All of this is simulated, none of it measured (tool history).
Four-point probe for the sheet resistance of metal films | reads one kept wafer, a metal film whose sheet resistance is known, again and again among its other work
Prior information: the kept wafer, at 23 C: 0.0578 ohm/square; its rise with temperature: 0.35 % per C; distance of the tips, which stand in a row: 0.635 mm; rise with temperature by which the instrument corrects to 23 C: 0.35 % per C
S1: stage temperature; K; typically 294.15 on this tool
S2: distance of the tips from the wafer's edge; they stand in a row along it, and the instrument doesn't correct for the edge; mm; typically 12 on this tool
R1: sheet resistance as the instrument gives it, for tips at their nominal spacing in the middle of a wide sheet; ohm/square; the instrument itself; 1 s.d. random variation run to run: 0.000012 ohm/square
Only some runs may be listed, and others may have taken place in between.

run   hour      S1  S2        R1
  1      0  294.15  12  0.057875
  2   14.5  299.15  12   0.05788
  3   34.2  299.15  12  0.057873
  4   49.2  299.15  12  0.057884
  5   58.8  299.15  12  0.057881
  6   80.2  299.15  12  0.057894
  7   97.7  299.15  12  0.057898
  8  111.8  294.15   9  0.057946
  9  127.7  294.15  12  0.057873
 10  146.8  299.15  12  0.057882
 11  158.7  295.15  12  0.057906
 12  168.5  306.15  10    0.0579
 13    189  306.15  10  0.057924
 14  201.6  294.15  51  0.057792
 15  222.6  296.15   7   0.05805
 16  231.7  293.15   4  0.058568
 17  250.2  292.15  21  0.057837
 18  265.5  298.15   4  0.058562
 19  287.1  301.15  12  0.057886
 20    303  294.15  24  0.057822
 21  313.5  301.15   4  0.058573
 22    326  292.15   6  0.058166

Below are 4 alternative next runs, each starting from the tool's condition after run 22. Predict each:
  A  347.3  296.15  21   ?
  B  347.3  300.15   6   ?
  C  347.3  305.15   6   ?
  D  347.3  300.15   6   ?

run        R1
  A  0.057812
  B  0.058155
  C  0.058161
  D   0.05814
Take away the tool's hidden state, keep each run's random variation, and the runs would have read:
run        R1
  A  0.057815
  B  0.058157
  C  0.058163
  D  0.058142
